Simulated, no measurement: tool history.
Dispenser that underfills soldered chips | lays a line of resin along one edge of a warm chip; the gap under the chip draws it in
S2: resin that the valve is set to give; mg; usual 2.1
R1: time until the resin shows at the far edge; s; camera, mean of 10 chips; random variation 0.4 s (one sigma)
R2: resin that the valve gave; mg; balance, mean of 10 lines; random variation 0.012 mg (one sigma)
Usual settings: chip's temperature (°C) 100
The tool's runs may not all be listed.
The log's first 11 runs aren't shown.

Run 12, hour 42.9: usual settings. Result: R1 32.5 s, R2 2.02 mg.
Run 13, hour 47.7: usual settings. Result: R1 35.9 s, R2 2.04 mg.
Run 14, hour 50.8: usual settings. Result: R1 40.1 s, R2 2.06 mg.
At hour 51.6: new syringe of resin.
Run 15, hour 56.2: usual settings but chip's temperature (°C) 86. Result: R1 50.4 s, R2 2.02 mg.
Run 16, hour 59.6: usual settings but chip's temperature (°C) 86. Result: R1 54.5 s, R2 2.03 mg.
Run 17, hour 63.5: usual settings but chip's temperature (°C) 86. Result: R1 62 s, R2 2 mg.
At hour 68.3: new syringe of resin.
Run 18, hour 68.8: usual settings but chip's temperature (°C) 86. Result: R1 45.3 s, R2 2.01 mg.
Run 19, hour 71.7: usual settings but chip's temperature (°C) 93, S2 1.8 mg. Result: R1 39.8 s, R2 1.7 mg.
Run 20, hour 76.8: usual settings but chip's temperature (°C) 93, S2 1.8 mg. Result: R1 45.9 s, R2 1.7 mg.
Run 21, hour 81.5: usual settings but chip's temperature (°C) 93, S2 1.8 mg. Result: R1 51.6 s, R2 1.7 mg.
Run 22, hour 84.4: usual settings but chip's temperature (°C) 110, S2 2.07 mg. Result: R1 29.4 s, R2 1.95 mg.
At hour 85: new syringe of resin.
Run 23, hour 88.5: usual settings but S2 2.68 mg. Result: R1 27.6 s, R2 2.54 mg.
Run 24, hour 92: usual settings but chip's temperature (°C) 88, S2 2.27 mg. Result: R1 48.9 s, R2 2.13 mg.
Run 25, hour 94.4: usual settings but chip's temperature (°C) 88, S2 2.27 mg. Result: R1 51.1 s, R2 2.13 mg.
At hour 100.1: dispensing valve cleaned and set on the balance.
Run 26, hour 100.1: usual settings but chip's temperature (°C) 90, S2 2.33 mg. Result: R1 53.4 s, R2 2.32 mg.
At hour 102.6: new syringe of resin.
Run 27, hour 105.4: usual settings but chip's temperature (°C) 87, S2 2.52 mg. Result: R1 44.2 s, R2 2.52 mg.
Run 28, hour 108.2: usual settings but chip's temperature (°C) 115, S2 2.34 mg. Result: R1 17.6 s, R2 2.34 mg.
Run 29, hour 112: usual settings but chip's temperature (°C) 115, S2 2.34 mg. Result: R1 19 s, R2 2.34 mg.
Run 30, hour 116.7: usual settings but chip's temperature (°C) 95, S2 2.28 mg. Result: R1 43.8 s, R2 2.26 mg.
At hour 119.3: new syringe of resin.
Run 31, hour 119.4: usual settings but chip's temperature (°C) 106, S2 2.09 mg. Result: R1 21 s, R2 2.07 mg.
Run 32, hour 123.1: usual settings but chip's temperature (°C) 93, S2 2.11 mg. Result: R1 36.2 s, R2 2.08 mg.
Run 33, hour 127.8: usual settings but chip's temperature (°C) 92, S2 2.4 mg. Result: R1 41.7 s, R2 2.36 mg.
Run 34, hour 131.4: usual settings but chip's temperature (°C) 85, S2 1.96 mg. Result: R1 62.7 s, R2 1.92 mg.
Run 35, hour 134.7: usual settings but chip's temperature (°C) 85, S2 1.96 mg. Result: R1 67.7 s, R2 1.92 mg.
At hour 136.2: new syringe of resin.
Run 36, hour 139.9: usual settings but chip's temperature (°C) 99. Result: R1 29.7 s, R2 2.06 mg.

4 ways to go on from here, each from the tool as it stands after run 36. What would each give?
Run A, hour 144.8: usual settings but chip's temperature (°C) 109, S2 2.07 mg. Result: R1 ?, R2 ?.
Run B, hour 144.8: usual settings but chip's temperature (°C) 113, S2 2.69 mg. Result: R1 ?, R2 ?.
Run C, hour 144.8: usual settings but chip's temperature (°C) 108, S2 2.55 mg. Result: R1 ?, R2 ?.
Run D, hour 144.8: usual settings but chip's temperature (°C) 103. Result: R1 ?, R2 ?.

run    R1    R2
  A  24.2  1.98
  B  20.3  2.64
  C  24.3  2.48
  D  29.6  2.02
Without the tool's hidden state the same runs would have given:
run    R1    R2
  A  19.7  2.03
  B  16.6   2.7
  C  19.9  2.54
  D  24.2  2.07
